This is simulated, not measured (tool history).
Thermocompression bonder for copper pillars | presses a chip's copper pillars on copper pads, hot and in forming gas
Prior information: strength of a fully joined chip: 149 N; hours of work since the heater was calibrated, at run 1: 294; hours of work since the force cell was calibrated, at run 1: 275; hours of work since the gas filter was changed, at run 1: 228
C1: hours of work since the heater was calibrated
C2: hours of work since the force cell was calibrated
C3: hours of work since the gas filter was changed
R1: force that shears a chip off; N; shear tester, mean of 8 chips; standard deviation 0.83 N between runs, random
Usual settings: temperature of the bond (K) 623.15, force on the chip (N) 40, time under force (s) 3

Run 1, hour 0.0: usual settings; C1 294; C2 275; C3 228. Result: R1 63.1 N.
Run 2, hour 53.5: usual settings; C1 327; C2 307; C3 260. Result: R1 62.3 N.
At hour 61.3: forming gas filter changed.
Run 3, hour 104.3: usual settings; C1 357; C2 337; C3 26. Result: R1 65.2 N.
Run 4, hour 143.5: usual settings; C1 381; C2 361; C3 49. Result: R1 67.1 N.
Run 5, hour 225.4: usual settings; C1 430; C2 410; C3 99. Result: R1 65.1 N.
Run 6, hour 267.5: usual settings; C1 455; C2 436; C3 124. Result: R1 65.2 N.
Run 7, hour 359.1: usual settings; C1 511; C2 491; C3 179. Result: R1 65.3 N.
Run 8, hour 450.3: usual settings; C1 565; C2 546; C3 234. Result: R1 62.8 N.
At hour 499.9: forming gas filter changed.
Run 9, hour 526.2: usual settings but time under force (s) 4; C1 611; C2 591; C3 16. Result: R1 74.6 N.
Run 10, hour 592.2: usual settings but time under force (s) 4; C1 651; C2 631; C3 56. Result: R1 74.5 N.
At hour 598.3: heater calibrated with a thermocouple chip.
Run 11, hour 668.1: usual settings but time under force (s) 4; C1 42; C2 675; C3 100. Result: R1 69.3 N.
Run 12, hour 743.1: usual settings but force on the chip (N) 39; C1 87; C2 721; C3 145. Result: R1 62.0 N.
Run 13, hour 821.7: usual settings but temperature of the bond (K) 612.15, force on the chip (N) 39; C1 135; C2 768; C3 193. Result: R1 53.3 N.
Run 14, hour 867.7: usual settings but temperature of the bond (K) 612.15, force on the chip (N) 39; C1 162; C2 796; C3 220. Result: R1 53.0 N.
Run 15, hour 905.1: usual settings but temperature of the bond (K) 612.15, force on the chip (N) 39; C1 185; C2 818; C3 243. Result: R1 53.4 N.
At hour 940.5: forming gas filter changed.
Run 16, hour 987.2: usual settings but time under force (s) 9; C1 234; C2 867; C3 28. Result: R1 91.5 N.
Run 17, hour 1069.8: usual settings but temperature of the bond (K) 610.15; C1 284; C2 917; C3 78. Result: R1 54.6 N.
Run 18, hour 1143.5: usual settings but time under force (s) 8; C1 328; C2 962; C3 122. Result: R1 86.8 N.
Run 19, hour 1193.5: usual settings; C1 358; C2 992; C3 152. Result: R1 62.7 N.
Run 20, hour 1233.3: usual settings; C1 382; C2 1016; C3 176. Result: R1 63.6 N.
Run 21, hour 1323.7: usual settings but force on the chip (N) 25; C1 437; C2 1070; C3 231. Result: R1 41.4 N.
Run 22, hour 1372.4: usual settings but force on the chip (N) 25; C1 466; C2 1099; C3 260. Result: R1 40.1 N.
At hour 1378.3: forming gas filter changed.
Run 23, hour 1448.6: usual settings but temperature of the bond (K) 635.15, force on the chip (N) 27; C1 512; C2 1145; C3 42. Result: R1 51.7 N.
Run 24, hour 1491.8: usual settings but temperature of the bond (K) 642.15, force on the chip (N) 49, time under force (s) 2; C1 538; C2 1171; C3 68. Result: R1 77.9 N.
Run 25, hour 1556.2: usual settings but temperature of the bond (K) 614.15; C1 577; C2 1210; C3 107. Result: R1 57.1 N.
Run 26, hour 1647.5: usual settings but temperature of the bond (K) 614.15; C1 632; C2 1265; C3 162. Result: R1 57.6 N.
At hour 1684.7: heater calibrated with a thermocouple chip.
Run 27, hour 1687.3: usual settings but temperature of the bond (K) 627.15; C1 2; C2 1288; C3 185. Result: R1 63.1 N.
Run 28, hour 1728.9: usual settings but temperature of the bond (K) 601.15, force on the chip (N) 46, time under force (s) 5; C1 27; C2 1313; C3 210. Result: R1 66.0 N.
Run 29, hour 1789.6: usual settings but temperature of the bond (K) 640.15, force on the chip (N) 37, time under force (s) 5; C1 63; C2 1349; C3 247. Result: R1 79.1 N.
At hour 1824.0: forming gas filter changed.
Run 30, hour 1862.7: usual settings but temperature of the bond (K) 618.15, force on the chip (N) 37; C1 107; C2 1393; C3 23. Result: R1 56.5 N.
Run 31, hour 1936.9: usual settings but temperature of the bond (K) 610.15, force on the chip (N) 29, time under force (s) 2; C1 152; C2 1438; C3 68. Result: R1 34.6 N.
Run 32, hour 1998.1: usual settings but time under force (s) 2; C1 189; C2 1475; C3 105. Result: R1 54.1 N.
Run 33, hour 2075.6: usual settings but temperature of the bond (K) 642.15, force on the chip (N) 34; C1 235; C2 1521; C3 152. Result: R1 65.9 N.
Run 34, hour 2151.0: usual settings but temperature of the bond (K) 595.15, force on the chip (N) 29, time under force (s) 2; C1 281; C2 1567; C3 197. Result: R1 27.6 N.
Run 35, hour 2200.2: usual settings but temperature of the bond (K) 595.15, force on the chip (N) 29, time under force (s) 2; C1 310; C2 1596; C3 227. Result: R1 27.0 N.
Run 36, hour 2243.0: usual settings but temperature of the bond (K) 612.15, force on the chip (N) 50; C1 336; C2 1622; C3 252. Result: R1 67.3 N.
At hour 2263.8: forming gas filter changed.
Run 37, hour 2307.2: usual settings but temperature of the bond (K) 612.15, force on the chip (N) 50; C1 374; C2 1661; C3 26. Result: R1 69.6 N.
Run 38, hour 2358.1: usual settings but temperature of the bond (K) 653.15, force on the chip (N) 31, time under force (s) 6; C1 405; C2 1691; C3 57. Result: R1 85.2 N.
Run 39, hour 2438.9: usual settings but temperature of the bond (K) 605.15, force on the chip (N) 31, time under force (s) 2; C1 454; C2 1740; C3 105. Result: R1 33.4 N.

Alternative continuations, all from the tool just after run 39; predict every row:
Run A, hour 2489.2: usual settings but temperature of the bond (K) 650.15, force on the chip (N) 43, time under force (s) 2; C1 484; C2 1770; C3 136. Result: R1 ?.
Run B, hour 2489.2: usual settings but temperature of the bond (K) 627.15, force on the chip (N) 31, time under force (s) 2; C1 484; C2 1770; C3 136. Result: R1 ?.
Run C, hour 2489.2: usual settings but temperature of the bond (K) 641.15, force on the chip (N) 28, time under force (s) 2; C1 484; C2 1770; C3 136. Result: R1 ?.
Run D, hour 2489.2: usual settings but temperature of the bond (K) 650.15, force on the chip (N) 31, time under force (s) 2; C1 484; C2 1770; C3 136. Result: R1 ?.

run    R1
  A  73.3
  B  43.4
  C  46.9
  D  56.6
Without the tool's unlogged condition, the same runs would have read:
run    R1
  A  77.0
  B  45.7
  C  49.4
  D  59.5

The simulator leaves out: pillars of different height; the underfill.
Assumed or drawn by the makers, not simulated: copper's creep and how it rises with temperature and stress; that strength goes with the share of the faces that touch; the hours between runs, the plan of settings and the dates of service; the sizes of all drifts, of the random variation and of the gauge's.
